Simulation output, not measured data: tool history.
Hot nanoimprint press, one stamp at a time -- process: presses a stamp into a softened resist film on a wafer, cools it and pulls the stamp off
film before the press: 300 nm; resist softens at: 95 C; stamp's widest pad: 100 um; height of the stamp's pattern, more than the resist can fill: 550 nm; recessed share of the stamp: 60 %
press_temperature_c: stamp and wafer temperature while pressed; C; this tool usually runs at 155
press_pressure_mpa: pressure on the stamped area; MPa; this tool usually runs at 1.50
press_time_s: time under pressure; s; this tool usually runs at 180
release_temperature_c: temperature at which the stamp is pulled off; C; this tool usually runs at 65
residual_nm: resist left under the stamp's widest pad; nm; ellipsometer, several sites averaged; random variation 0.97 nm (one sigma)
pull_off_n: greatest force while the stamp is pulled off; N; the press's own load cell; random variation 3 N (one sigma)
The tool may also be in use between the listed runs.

run	hour	press_temperature_c	press_pressure_mpa	press_time_s	release_temperature_c	residual_nm	pull_off_n
1	0.0	155	1.50	180	65	142.4	144
2	10.5	155	1.50	180	65	141.1	142
3	21.2	145	1.50	180	65	222.3	143
4	35.9	145	1.50	180	64	221.7	159
5	46.0	145	1.50	180	64	222.5	161
6	58.5	145	1.50	180	64	219.6	163
7	73.6	145	1.50	180	64	221.5	163
8	86.8	145	1.50	207	64	215.6	160
9	93.7	145	1.50	207	64	215.8	166
10	104.7	145	1.50	207	64	216.0	177
11	113.4	144	0.93	111	65	270.9	174
12	122.7	156	1.48	195	71	135.0	154
# hour 126.9: plate thermocouple calibrated
13	140.2	143	1.48	138	63	250.1	190
14	151.6	143	1.48	138	63	250.1	181
15	164.3	155	1.50	180	73	150.1	161
16	171.6	158	1.96	167	56	119.7	203
17	181.5	158	1.17	167	56	148.9	208
18	198.0	155	1.50	248	59	133.6	208
19	204.9	157	1.78	157	69	132.8	179

Each row is a separate what-if for the run after 19, all from the same tool condition, not one after another. Results?
# hour 211.9: plate thermocouple calibrated, once more
A	217.1	155	0.95	287	65	?	?
# hour 211.9: plate thermocouple calibrated, once more
B	217.1	157	1.89	180	70	?	?
# hour 211.9: plate thermocouple calibrated, once more
C	217.1	157	1.73	157	69	?	?

run	residual_nm	pull_off_n
A	140.8	188
B	114.5	175
C	126.1	178
With the hidden condition removed and each run's random variation left untouched, the same runs would have given:
run	residual_nm	pull_off_n
A	138.6	143
B	111.8	133
C	123.3	136

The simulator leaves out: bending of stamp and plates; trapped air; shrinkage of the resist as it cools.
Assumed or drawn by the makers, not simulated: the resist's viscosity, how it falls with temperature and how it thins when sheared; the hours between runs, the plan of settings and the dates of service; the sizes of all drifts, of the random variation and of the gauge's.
